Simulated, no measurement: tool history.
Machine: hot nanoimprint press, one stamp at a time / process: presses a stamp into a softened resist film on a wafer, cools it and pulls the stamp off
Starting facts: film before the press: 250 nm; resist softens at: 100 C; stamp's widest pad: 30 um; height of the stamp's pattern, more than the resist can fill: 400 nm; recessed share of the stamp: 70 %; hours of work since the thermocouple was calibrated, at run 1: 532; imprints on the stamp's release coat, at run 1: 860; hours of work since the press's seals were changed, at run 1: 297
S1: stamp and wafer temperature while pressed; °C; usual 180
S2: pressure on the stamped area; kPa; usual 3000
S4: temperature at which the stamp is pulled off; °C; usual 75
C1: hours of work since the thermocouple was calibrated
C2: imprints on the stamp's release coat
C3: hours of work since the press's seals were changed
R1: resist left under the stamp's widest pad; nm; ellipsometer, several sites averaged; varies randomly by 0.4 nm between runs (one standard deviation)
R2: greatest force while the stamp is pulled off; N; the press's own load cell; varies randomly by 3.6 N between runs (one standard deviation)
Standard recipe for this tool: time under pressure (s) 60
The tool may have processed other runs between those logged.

{"run": 1, "hour": 0.0, "S1": 180, "S2": 3000, "time under pressure (s)": 60, "S4": 75, "C1": 532, "C2": 860, "C3": 297, "R1": 125.6, "R2": 204}
{"run": 2, "hour": 14.2, "S1": 180, "S2": 3000, "time under pressure (s)": 60, "S4": 75, "C1": 541, "C2": 925, "C3": 306, "R1": 125.5, "R2": 205}
{"run": 3, "hour": 22.8, "S1": 180, "S2": 3000, "time under pressure (s)": 60, "S4": 75, "C1": 547, "C2": 964, "C3": 312, "R1": 126.1, "R2": 206}
{"run": 4, "hour": 37.4, "S1": 180, "S2": 3000, "time under pressure (s)": 60, "S4": 75, "C1": 556, "C2": 1030, "C3": 321, "R1": 125.2, "R2": 212}
{"run": 5, "hour": 51.5, "S1": 180, "S2": 3000, "time under pressure (s)": 60, "S4": 75, "C1": 566, "C2": 1094, "C3": 330, "R1": 126.2, "R2": 218}
{"run": 6, "hour": 63.9, "S1": 180, "S2": 3000, "time under pressure (s)": 60, "S4": 75, "C1": 574, "C2": 1151, "C3": 338, "R1": 125.9, "R2": 212}
{"hour": 74.4, "done": "plate thermocouple calibrated"}
{"run": 7, "hour": 75.2, "S1": 180, "S2": 3000, "time under pressure (s)": 60, "S4": 75, "C1": 1, "C2": 1189, "C3": 343, "R1": 120.5, "R2": 209}
{"run": 8, "hour": 83.5, "S1": 180, "S2": 3000, "time under pressure (s)": 60, "S4": 75, "C1": 6, "C2": 1226, "C3": 349, "R1": 120.2, "R2": 212}
{"run": 9, "hour": 91.5, "S1": 185, "S2": 3000, "time under pressure (s)": 60, "S4": 75, "C1": 11, "C2": 1263, "C3": 354, "R1": 106, "R2": 211}
{"run": 10, "hour": 100.0, "S1": 180, "S2": 3000, "time under pressure (s)": 60, "S4": 75, "C1": 17, "C2": 1301, "C3": 359, "R1": 120.6, "R2": 221}
{"run": 11, "hour": 112.6, "S1": 171, "S2": 3730, "time under pressure (s)": 92, "S4": 76, "C1": 25, "C2": 1358, "C3": 368, "R1": 121.7, "R2": 215}
{"run": 12, "hour": 119.9, "S1": 184, "S2": 3730, "time under pressure (s)": 31, "S4": 76, "C1": 29, "C2": 1392, "C3": 372, "R1": 127, "R2": 219}
{"run": 13, "hour": 127.8, "S1": 184, "S2": 3730, "time under pressure (s)": 31, "S4": 76, "C1": 34, "C2": 1427, "C3": 377, "R1": 127, "R2": 224}
{"run": 14, "hour": 139.2, "S1": 184, "S2": 3730, "time under pressure (s)": 31, "S4": 76, "C1": 42, "C2": 1479, "C3": 385, "R1": 127.7, "R2": 223}
{"run": 15, "hour": 150.6, "S1": 184, "S2": 3730, "time under pressure (s)": 31, "S4": 76, "C1": 49, "C2": 1531, "C3": 392, "R1": 126.7, "R2": 219}
{"run": 16, "hour": 163.0, "S1": 174, "S2": 2870, "time under pressure (s)": 66, "S4": 78, "C1": 57, "C2": 1588, "C3": 400, "R1": 139.8, "R2": 220}
{"run": 17, "hour": 175.1, "S1": 177, "S2": 4610, "time under pressure (s)": 75, "S4": 73, "C1": 65, "C2": 1643, "C3": 408, "R1": 100.9, "R2": 233}
{"run": 18, "hour": 185.8, "S1": 180, "S2": 1930, "time under pressure (s)": 91, "S4": 75, "C1": 72, "C2": 1691, "C3": 415, "R1": 124.9, "R2": 229}
{"run": 19, "hour": 196.8, "S1": 168, "S2": 3000, "time under pressure (s)": 60, "S4": 75, "C1": 79, "C2": 1741, "C3": 422, "R1": 164.8, "R2": 231}

5 options for the next run, each taken on its own from the tool as it stands now. Forecast them:
{"run": "A", "hour": 202.8, "S1": 168, "S2": 4200, "time under pressure (s)": 60, "S4": 75, "C1": 83, "C2": 1769, "C3": 426, "R1": "?", "R2": "?"}
{"run": "B", "hour": 202.8, "S1": 176, "S2": 3000, "time under pressure (s)": 54, "S4": 75, "C1": 83, "C2": 1769, "C3": 426, "R1": "?", "R2": "?"}
{"run": "C", "hour": 202.8, "S1": 173, "S2": 3000, "time under pressure (s)": 60, "S4": 75, "C1": 83, "C2": 1769, "C3": 426, "R1": "?", "R2": "?"}
{"run": "D", "hour": 202.8, "S1": 190, "S2": 3000, "time under pressure (s)": 112, "S4": 75, "C1": 83, "C2": 1769, "C3": 426, "R1": "?", "R2": "?"}
{"run": "E", "hour": 202.8, "S1": 175, "S2": 3540, "time under pressure (s)": 60, "S4": 75, "C1": 83, "C2": 1769, "C3": 426, "R1": "?", "R2": "?"}

run=A R1=147.6 R2=234
run=B R1=140.3 R2=228
run=C R1=145.7 R2=232
run=D R1=72.3 R2=230
run=E R1=129.9 R2=239
Take away the tool's hidden state, keep each run's random variation, and the runs would have read:
run=A R1=144.6 R2=174
run=B R1=138.1 R2=169
run=C R1=143.5 R2=172
run=D R1=70.9 R2=171
run=E R1=127.5 R2=178
